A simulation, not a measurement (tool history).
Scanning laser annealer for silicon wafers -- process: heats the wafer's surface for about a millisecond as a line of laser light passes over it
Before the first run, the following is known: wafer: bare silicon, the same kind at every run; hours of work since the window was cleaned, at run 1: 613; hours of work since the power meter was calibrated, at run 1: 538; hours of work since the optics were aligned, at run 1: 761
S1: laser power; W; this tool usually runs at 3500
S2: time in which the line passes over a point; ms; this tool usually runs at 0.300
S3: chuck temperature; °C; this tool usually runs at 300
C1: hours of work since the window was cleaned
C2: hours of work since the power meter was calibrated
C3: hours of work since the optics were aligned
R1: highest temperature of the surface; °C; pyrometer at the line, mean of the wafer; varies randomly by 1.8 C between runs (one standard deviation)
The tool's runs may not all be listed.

run,hour,S1,S2,S3,C1,C2,C3,R1
1,0.0,3500,0.300,300,613,538,761,1042
2,47.1,3500,0.300,300,643,568,791,1041
3,109.4,3500,0.308,300,683,608,831,1046
4,145.1,3500,0.300,340,706,631,854,1075
# hour 195.1: optics aligned, line set to its width
5,195.1,3500,0.252,300,735,660,0,969
6,266.1,3500,0.300,300,780,706,46,1036
7,317.4,3500,0.300,300,813,739,78,1035
8,386.4,3183,0.300,300,858,783,123,965
# hour 400.8: optics aligned, line set to its width, once more
9,467.1,3183,0.300,300,906,832,43,968
10,549.6,3511,0.300,300,959,885,95,1038
11,589.5,3732,0.300,287,985,910,121,1069
# hour 618.0: window over the wafer cleaned
12,677.9,3348,0.214,318,38,966,176,916
13,756.3,3316,0.254,322,89,1016,227,971
14,812.8,3670,0.250,334,125,1052,263,1044
15,889.5,3223,0.300,300,174,1101,312,990
16,939.9,3223,0.300,300,207,1134,345,987
17,992.9,3059,0.290,310,241,1168,379,956
18,1040.7,3360,0.298,300,271,1198,409,1014
19,1122.1,3360,0.298,300,323,1251,462,1016
20,1189.5,3802,0.300,276,367,1294,505,1083

3 options for the next run, each taken on its own from the tool as it stands now. Forecast them:
A,1242.1,3128,0.334,292,401,1328,539,?
B,1242.1,3615,0.300,276,401,1328,539,?
C,1242.1,3802,0.295,286,401,1328,539,?

run,R1
A,995
B,1045
C,1084
What these runs would have given with no unlogged condition in the tool:
run,R1
A,1010
B,1061
C,1100
